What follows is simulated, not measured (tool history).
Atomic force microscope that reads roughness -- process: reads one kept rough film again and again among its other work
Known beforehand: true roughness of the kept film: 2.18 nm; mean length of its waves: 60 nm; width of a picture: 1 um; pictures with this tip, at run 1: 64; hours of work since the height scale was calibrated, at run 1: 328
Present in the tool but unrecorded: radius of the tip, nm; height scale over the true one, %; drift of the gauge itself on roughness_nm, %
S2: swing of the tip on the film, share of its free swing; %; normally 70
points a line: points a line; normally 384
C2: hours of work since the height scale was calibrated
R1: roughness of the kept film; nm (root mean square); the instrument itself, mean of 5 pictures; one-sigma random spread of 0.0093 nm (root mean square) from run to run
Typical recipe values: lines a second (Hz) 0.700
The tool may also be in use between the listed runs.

run 1 hour=0.0 | lines_a_second_(Hz)=0.700 S2=70 points_a_line=384 | pictures_with_this_tip=64 C2=328 | R1=2.051
-- hour=13.6 new tip fitted
run 2 hour=30.7 | lines_a_second_(Hz)=0.700 S2=70 points_a_line=384 | pictures_with_this_tip=19 C2=340 | R1=2.095
run 3 hour=49.7 | lines_a_second_(Hz)=0.700 S2=70 points_a_line=384 | pictures_with_this_tip=39 C2=348 | R1=2.069
run 4 hour=75.8 | lines_a_second_(Hz)=1.719 S2=70 points_a_line=384 | pictures_with_this_tip=66 C2=358 | R1=2.001
-- hour=87.7 new tip fitted
run 5 hour=102.2 | lines_a_second_(Hz)=1.888 S2=70 points_a_line=384 | pictures_with_this_tip=16 C2=369 | R1=2.034
run 6 hour=117.4 | lines_a_second_(Hz)=1.888 S2=70 points_a_line=384 | pictures_with_this_tip=32 C2=375 | R1=2.026
run 7 hour=136.2 | lines_a_second_(Hz)=0.700 S2=70 points_a_line=345 | pictures_with_this_tip=52 C2=382 | R1=2.072
-- hour=160.7 new tip fitted
run 8 hour=160.9 | lines_a_second_(Hz)=0.700 S2=70 points_a_line=384 | pictures_with_this_tip=0 C2=392 | R1=2.101
run 9 hour=193.7 | lines_a_second_(Hz)=0.700 S2=70 points_a_line=496 | pictures_with_this_tip=35 C2=405 | R1=2.078
run 10 hour=227.2 | lines_a_second_(Hz)=0.700 S2=70 points_a_line=496 | pictures_with_this_tip=70 C2=419 | R1=2.048
-- hour=235.2 new tip fitted
run 11 hour=250.1 | lines_a_second_(Hz)=0.700 S2=70 points_a_line=384 | pictures_with_this_tip=16 C2=428 | R1=2.105
run 12 hour=271.1 | lines_a_second_(Hz)=0.700 S2=70 points_a_line=384 | pictures_with_this_tip=38 C2=436 | R1=2.083
run 13 hour=288.2 | lines_a_second_(Hz)=0.700 S2=70 points_a_line=384 | pictures_with_this_tip=56 C2=443 | R1=2.067
-- hour=292.3 height scale calibrated on a step standard
run 14 hour=306.2 | lines_a_second_(Hz)=0.700 S2=70 points_a_line=384 | pictures_with_this_tip=74 C2=6 | R1=2.058
-- hour=308.9 new tip fitted
run 15 hour=326.4 | lines_a_second_(Hz)=0.700 S2=83 points_a_line=384 | pictures_with_this_tip=18 C2=13 | R1=2.058
run 16 hour=349.5 | lines_a_second_(Hz)=1.892 S2=57 points_a_line=384 | pictures_with_this_tip=43 C2=23 | R1=2.089
run 17 hour=374.8 | lines_a_second_(Hz)=0.677 S2=62 points_a_line=415 | pictures_with_this_tip=69 C2=33 | R1=2.083
-- hour=382.7 new tip fitted
-- hour=400.1 height scale calibrated on a step standard, once more
run 18 hour=402.8 | lines_a_second_(Hz)=2.434 S2=87 points_a_line=561 | pictures_with_this_tip=20 C2=1 | R1=1.815
run 19 hour=431.1 | lines_a_second_(Hz)=1.081 S2=55 points_a_line=559 | pictures_with_this_tip=50 C2=12 | R1=2.083
run 20 hour=450.5 | lines_a_second_(Hz)=0.839 S2=80 points_a_line=345 | pictures_with_this_tip=71 C2=20 | R1=1.983
-- hour=457.9 new tip fitted
run 21 hour=468.7 | lines_a_second_(Hz)=1.451 S2=74 points_a_line=345 | pictures_with_this_tip=11 C2=27 | R1=2.020
run 22 hour=501.5 | lines_a_second_(Hz)=1.451 S2=74 points_a_line=345 | pictures_with_this_tip=46 C2=40 | R1=1.990
run 23 hour=529.7 | lines_a_second_(Hz)=1.451 S2=74 points_a_line=345 | pictures_with_this_tip=76 C2=52 | R1=1.954
-- hour=532.9 new tip fitted
run 24 hour=556.9 | lines_a_second_(Hz)=2.417 S2=87 points_a_line=829 | pictures_with_this_tip=25 C2=62 | R1=1.820
run 25 hour=592.7 | lines_a_second_(Hz)=3.609 S2=77 points_a_line=386 | pictures_with_this_tip=63 C2=77 | R1=1.798
-- hour=607.0 new tip fitted
run 26 hour=619.9 | lines_a_second_(Hz)=0.758 S2=77 points_a_line=386 | pictures_with_this_tip=13 C2=87 | R1=2.050
run 27 hour=641.8 | lines_a_second_(Hz)=0.758 S2=77 points_a_line=386 | pictures_with_this_tip=36 C2=96 | R1=2.050

Forecast each of these 3 alternatives for the next run:
run A hour=674.6 | lines_a_second_(Hz)=2.081 S2=70 points_a_line=935 | pictures_with_this_tip=71 C2=109 | R1=?
run B hour=674.6 | lines_a_second_(Hz)=0.758 S2=65 points_a_line=384 | pictures_with_this_tip=71 C2=109 | R1=?
run C hour=674.6 | lines_a_second_(Hz)=2.212 S2=66 points_a_line=627 | pictures_with_this_tip=71 C2=109 | R1=?

run=A R1=1.957
run=B R1=2.055
run=C R1=1.990
Take away the tool's hidden state, keep each run's random variation, and the runs would have read:
run=A R1=2.023
run=B R1=2.124
run=C R1=2.057
